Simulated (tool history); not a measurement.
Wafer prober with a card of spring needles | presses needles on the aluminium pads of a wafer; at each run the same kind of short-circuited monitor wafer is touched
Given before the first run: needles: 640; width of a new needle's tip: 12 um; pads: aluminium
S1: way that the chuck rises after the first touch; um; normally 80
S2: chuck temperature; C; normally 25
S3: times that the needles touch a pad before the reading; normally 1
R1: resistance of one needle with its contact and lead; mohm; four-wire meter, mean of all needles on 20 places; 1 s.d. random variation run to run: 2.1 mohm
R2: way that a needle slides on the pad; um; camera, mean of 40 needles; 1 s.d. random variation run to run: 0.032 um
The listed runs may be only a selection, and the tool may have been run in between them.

{"run": 1, "day": 0.0, "S1": 80, "S2": 25, "S3": 1, "R1": 231, "R2": 19.49}
{"day": 0.162, "done": "tips cleaned on abrasive film"}
{"day": 0.821, "done": "tips cleaned on abrasive film"}
{"run": 2, "day": 0.979, "S1": 80, "S2": 25, "S3": 1, "R1": 232, "R2": 19.52}
{"day": 1.521, "done": "tips cleaned on abrasive film"}
{"day": 2.217, "done": "tips cleaned on abrasive film"}
{"run": 3, "day": 2.217, "S1": 80, "S2": 25, "S3": 1, "R1": 230, "R2": 19.49}
{"day": 3.017, "done": "tips cleaned on abrasive film"}
{"day": 3.679, "done": "tips cleaned on abrasive film"}
{"run": 4, "day": 3.742, "S1": 80, "S2": 25, "S3": 1, "R1": 231, "R2": 19.52}
{"day": 4.392, "done": "tips cleaned on abrasive film"}
{"run": 5, "day": 4.817, "S1": 80, "S2": 25, "S3": 1, "R1": 228, "R2": 19.52}
{"day": 5.1, "done": "tips cleaned on abrasive film"}
{"day": 5.908, "done": "tips cleaned on abrasive film"}
{"run": 6, "day": 6.15, "S1": 62, "S2": 25, "S3": 1, "R1": 234, "R2": 15.16}
{"day": 6.567, "done": "tips cleaned on abrasive film"}
{"day": 7.254, "done": "tips cleaned on abrasive film"}
{"run": 7, "day": 7.658, "S1": 75, "S2": 25, "S3": 1, "R1": 232, "R2": 18.39}
{"day": 7.958, "done": "tips cleaned on abrasive film"}
{"day": 8.608, "done": "tips cleaned on abrasive film"}
{"day": 9.396, "done": "tips cleaned on abrasive film"}
{"run": 8, "day": 9.421, "S1": 80, "S2": 25, "S3": 2, "R1": 227, "R2": 19.56}
{"day": 10.05, "done": "tips cleaned on abrasive film"}
{"day": 10.821, "done": "tips cleaned on abrasive film"}
{"run": 9, "day": 11.104, "S1": 93, "S2": 83, "S3": 1, "R1": 244, "R2": 22.86}
{"day": 11.575, "done": "tips cleaned on abrasive film"}
{"day": 11.588, "done": "height of the first contact set anew"}
{"day": 12.254, "done": "tips cleaned on abrasive film"}
{"run": 10, "day": 12.696, "S1": 93, "S2": 83, "S3": 1, "R1": 244, "R2": 22.86}
{"day": 12.946, "done": "tips cleaned on abrasive film"}
{"day": 13.671, "done": "tips cleaned on abrasive film"}
{"day": 14.429, "done": "tips cleaned on abrasive film"}
{"run": 11, "day": 14.458, "S1": 97, "S2": 70, "S3": 2, "R1": 240, "R2": 23.82}
{"day": 15.108, "done": "tips cleaned on abrasive film"}
{"day": 15.792, "done": "tips cleaned on abrasive film"}
{"run": 12, "day": 16.254, "S1": 76, "S2": 110, "S3": 1, "R1": 254, "R2": 18.69}
{"day": 16.55, "done": "tips cleaned on abrasive film"}
{"day": 17.238, "done": "tips cleaned on abrasive film"}
{"run": 13, "day": 17.696, "S1": 76, "S2": 110, "S3": 1, "R1": 253, "R2": 18.72}
{"day": 17.954, "done": "tips cleaned on abrasive film"}
{"day": 18.638, "done": "tips cleaned on abrasive film"}
{"run": 14, "day": 19.217, "S1": 61, "S2": 40, "S3": 2, "R1": 236, "R2": 14.99}
{"day": 19.329, "done": "tips cleaned on abrasive film"}
{"day": 19.996, "done": "tips cleaned on abrasive film"}
{"day": 20.767, "done": "tips cleaned on abrasive film"}
{"run": 15, "day": 20.767, "S1": 61, "S2": 40, "S3": 2, "R1": 233, "R2": 15.01}
{"day": 21.471, "done": "tips cleaned on abrasive film"}
{"day": 22.167, "done": "tips cleaned on abrasive film"}
{"run": 16, "day": 22.612, "S1": 61, "S2": 25, "S3": 1, "R1": 233, "R2": 15.05}

Each row is a separate what-if for the run after 16, all from the same tool condition, not one after another. Results?
{"day": 22.842, "done": "tips cleaned on abrasive film"}
{"day": 23.625, "done": "tips cleaned on abrasive film"}
{"run": "A", "day": 23.85, "S1": 81, "S2": 45, "S3": 1, "R1": "?", "R2": "?"}
{"day": 22.842, "done": "tips cleaned on abrasive film"}
{"day": 23.625, "done": "tips cleaned on abrasive film"}
{"run": "B", "day": 23.85, "S1": 80, "S2": 25, "S3": 1, "R1": "?", "R2": "?"}
{"day": 22.842, "done": "tips cleaned on abrasive film"}
{"day": 23.625, "done": "tips cleaned on abrasive film"}
{"run": "C", "day": 23.85, "S1": 91, "S2": 25, "S3": 1, "R1": "?", "R2": "?"}
{"day": 22.842, "done": "tips cleaned on abrasive film"}
{"day": 23.625, "done": "tips cleaned on abrasive film"}
{"run": "D", "day": 23.85, "S1": 76, "S2": 78, "S3": 1, "R1": "?", "R2": "?"}

run=A R1=233 R2=19.97
run=B R1=228 R2=19.79
run=C R1=229 R2=22.44
run=D R1=245 R2=18.81
Had the tool no hidden state, the same runs would have come out as:
run=A R1=233 R2=19.71
run=B R1=227 R2=19.52
run=C R1=229 R2=22.14
run=D R1=244 R2=18.56

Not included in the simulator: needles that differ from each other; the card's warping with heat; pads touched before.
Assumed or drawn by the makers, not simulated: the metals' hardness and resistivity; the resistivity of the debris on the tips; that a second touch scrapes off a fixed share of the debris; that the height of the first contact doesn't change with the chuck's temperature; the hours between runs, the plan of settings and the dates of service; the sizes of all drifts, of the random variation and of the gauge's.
